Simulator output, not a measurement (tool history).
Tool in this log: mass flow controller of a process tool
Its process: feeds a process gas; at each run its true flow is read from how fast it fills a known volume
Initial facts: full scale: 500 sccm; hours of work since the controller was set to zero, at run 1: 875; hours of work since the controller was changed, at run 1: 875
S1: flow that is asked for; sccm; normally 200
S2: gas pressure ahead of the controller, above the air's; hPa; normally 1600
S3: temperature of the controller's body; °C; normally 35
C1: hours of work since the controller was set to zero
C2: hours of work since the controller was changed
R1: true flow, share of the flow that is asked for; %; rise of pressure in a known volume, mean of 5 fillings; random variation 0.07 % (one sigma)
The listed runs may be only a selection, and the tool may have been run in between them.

run 1 hour=0.0 | S1=200 S2=1600 S3=35 | C1=875 C2=875 | R1=98.78
run 2 hour=38.7 | S1=200 S2=1600 S3=35 | C1=896 C2=896 | R1=98.70
run 3 hour=89.1 | S1=200 S2=1600 S3=35 | C1=922 C2=922 | R1=98.62
run 4 hour=148.4 | S1=200 S2=1600 S3=35 | C1=954 C2=954 | R1=98.48
run 5 hour=223.8 | S1=200 S2=1600 S3=35 | C1=993 C2=993 | R1=98.51
run 6 hour=266.2 | S1=200 S2=1600 S3=35 | C1=1016 C2=1016 | R1=98.58
run 7 hour=314.6 | S1=200 S2=1600 S3=35 | C1=1041 C2=1041 | R1=98.39
run 8 hour=354.2 | S1=200 S2=1600 S3=35 | C1=1062 C2=1062 | R1=98.45
run 9 hour=396.8 | S1=200 S2=1600 S3=35 | C1=1084 C2=1084 | R1=98.23
run 10 hour=480.8 | S1=200 S2=1600 S3=35 | C1=1129 C2=1129 | R1=98.04
run 11 hour=518.1 | S1=200 S2=2350 S3=35 | C1=1148 C2=1148 | R1=97.65
run 12 hour=566.4 | S1=200 S2=2350 S3=35 | C1=1174 C2=1174 | R1=97.41
run 13 hour=645.0 | S1=200 S2=2350 S3=35 | C1=1215 C2=1215 | R1=97.47
run 14 hour=682.2 | S1=200 S2=2350 S3=35 | C1=1235 C2=1235 | R1=97.36
run 15 hour=750.6 | S1=200 S2=2350 S3=35 | C1=1271 C2=1271 | R1=97.28
run 16 hour=811.9 | S1=200 S2=2350 S3=35 | C1=1303 C2=1303 | R1=97.28
run 17 hour=871.5 | S1=200 S2=1610 S3=35 | C1=1334 C2=1334 | R1=97.60
run 18 hour=932.3 | S1=200 S2=1610 S3=35 | C1=1366 C2=1366 | R1=97.43
run 19 hour=987.7 | S1=133 S2=1600 S3=37 | C1=1395 C2=1395 | R1=97.07
run 20 hour=1028.9 | S1=133 S2=1600 S3=37 | C1=1417 C2=1417 | R1=97.00
run 21 hour=1096.2 | S1=200 S2=2100 S3=22 | C1=1452 C2=1452 | R1=97.15
run 22 hour=1153.3 | S1=76 S2=2780 S3=25 | C1=1483 C2=1483 | R1=96.35
run 23 hour=1193.7 | S1=130 S2=1600 S3=31 | C1=1504 C2=1504 | R1=96.79
run 24 hour=1274.8 | S1=54 S2=2320 S3=31 | C1=1546 C2=1546 | R1=96.07
run 25 hour=1355.8 | S1=54 S2=2320 S3=31 | C1=1589 C2=1589 | R1=95.96
run 26 hour=1408.5 | S1=179 S2=2320 S3=31 | C1=1617 C2=1617 | R1=96.37
run 27 hour=1449.3 | S1=259 S2=1500 S3=31 | C1=1638 C2=1638 | R1=97.07
run 28 hour=1490.7 | S1=51 S2=2490 S3=25 | C1=1660 C2=1660 | R1=95.90
run 29 hour=1531.2 | S1=73 S2=2380 S3=25 | C1=1681 C2=1681 | R1=95.91
run 30 hour=1579.8 | S1=92 S2=1970 S3=24 | C1=1707 C2=1707 | R1=96.21
run 31 hour=1662.7 | S1=200 S2=1690 S3=21 | C1=1751 C2=1751 | R1=96.62

What if the next run were any one of these 5? Each begins from the tool's condition after run 31:
-- hour=1678.1 gauge calibrated
run A hour=1745.1 | S1=60 S2=2120 S3=25 | C1=1794 C2=1794 | R1=?
-- hour=1678.1 gauge calibrated
run B hour=1745.1 | S1=200 S2=1600 S3=39 | C1=1794 C2=1794 | R1=?
-- hour=1678.1 gauge calibrated
run C hour=1745.1 | S1=199 S2=1770 S3=35 | C1=1794 C2=1794 | R1=?
-- hour=1678.1 gauge calibrated
run D hour=1745.1 | S1=200 S2=1410 S3=22 | C1=1794 C2=1794 | R1=?
-- hour=1678.1 gauge calibrated
run E hour=1745.1 | S1=64 S2=2490 S3=33 | C1=1794 C2=1794 | R1=?

run=A R1=98.29
run=B R1=98.51
run=C R1=98.57
run=D R1=99.18
run=E R1=97.62
Without the tool's hidden state the same runs would have given:
run=A R1=98.37
run=B R1=98.60
run=C R1=98.67
run=D R1=99.28
run=E R1=97.71
